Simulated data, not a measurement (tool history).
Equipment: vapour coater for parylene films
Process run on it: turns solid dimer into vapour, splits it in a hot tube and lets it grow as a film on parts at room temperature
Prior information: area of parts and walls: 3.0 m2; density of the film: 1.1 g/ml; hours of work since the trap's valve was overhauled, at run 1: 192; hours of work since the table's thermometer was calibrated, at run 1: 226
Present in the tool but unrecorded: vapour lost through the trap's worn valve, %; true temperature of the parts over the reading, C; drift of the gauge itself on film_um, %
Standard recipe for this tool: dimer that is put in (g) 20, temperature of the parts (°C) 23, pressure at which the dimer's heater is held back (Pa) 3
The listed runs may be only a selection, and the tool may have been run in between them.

run   hour  dimer that is put in (g)  temperature of the parts (°C)  pressure at which the dimer's heater is held back (Pa)  hours of work since the trap's valve was overhauled  hours of work since the table's thermometer was calibrated  thickness of the film (um)
  1      0                        20                             23                                                       3                                                  192                                                         226                        4.18
  2    9.4                        20                             23                                                       3                                                  198                                                         232                        4.23
  3     20                        20                             23                                                       3                                                  205                                                         239                        4.16
  4   31.2                        20                             28                                                       3                                                  212                                                         247                        3.41
  5   40.6                        20                             28                                                       3                                                  218                                                         253                        3.34
  6   56.6                        20                             28                                                       3                                                  228                                                         263                        3.34
  7   71.1                        20                             24                                                       3                                                  238                                                         272                        3.99
  8   89.6                        20                             23                                                    3.09                                                  250                                                         284                        4.19
  9  104.3                        20                             23                                                    3.09                                                  259                                                         294                        4.18
 10  115.7                        20                             23                                                    3.09                                                  267                                                         301                        4.14
 11    133                        23                             20                                                    8.26                                                  278                                                         313                         5.2
     137.8  -- trap's valve overhauled
 12  145.3                        23                             20                                                    8.26                                                    5                                                         318                         5.1
 13  164.4                        10                             17                                                    2.07                                                   17                                                         330                        2.75
 14  177.6                         9                             34                                                       3                                                   26                                                         339                        1.13

Expected results for the next run?
 15  196.1                         9                             34                                                       3                                                   38                                                         351                           ?

Run 15 gave thickness of the film (um) 1.13.
On a tool with no hidden condition, and with the same random variation, this run would have come out at thickness of the film (um) 1.23.
